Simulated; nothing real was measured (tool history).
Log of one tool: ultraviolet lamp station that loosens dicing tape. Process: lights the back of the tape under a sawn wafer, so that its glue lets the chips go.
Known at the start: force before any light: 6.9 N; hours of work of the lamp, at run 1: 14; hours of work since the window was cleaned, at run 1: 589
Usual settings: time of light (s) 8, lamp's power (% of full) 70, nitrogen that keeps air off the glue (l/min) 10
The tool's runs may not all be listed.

| run | day | time of light (s) | lamp's power (% of full) | nitrogen that keeps air off the glue (l/min) | hours of work of the lamp | hours of work since the window was cleaned | force that peels the tape off (N) | light that reached the tape (mJ/cm2) |
|---|---|---|---|---|---|---|---|---|
| 1 | 0 | 8 | 70 | 10 | 14 | 589 | 0.799 | 154 |
| 2 | 1.092 | 8 | 70 | 10 | 26 | 602 | 0.784 | 150 |
| 3 | 1.696 | 8 | 70 | 10 | 33 | 608 | 0.799 | 148 |
| 4 | 2.388 | 8 | 70 | 10 | 41 | 616 | 0.808 | 153 |
| 5 | 3.425 | 8 | 70 | 5 | 52 | 628 | 1.123 | 148 |
|  | 3.892 | window cleaned of glue's vapour |
| 6 | 4.321 | 8 | 70 | 10 | 62 | 5 | 0.614 | 170 |
| 7 | 5.208 | 5 | 70 | 10 | 72 | 15 | 1.426 | 109 |

Run 8 comes next. What will it give?
| 8 | 5.721 | 13 | 68 | 17 | 78 | 21 | ? | ? |

force that peels the tape off (N): 0.214
light that reached the tape (mJ/cm2): 275
Without the tool's hidden state the same run would have given force that peels the tape off (N) 0.208, light that reached the tape (mJ/cm2) 281.
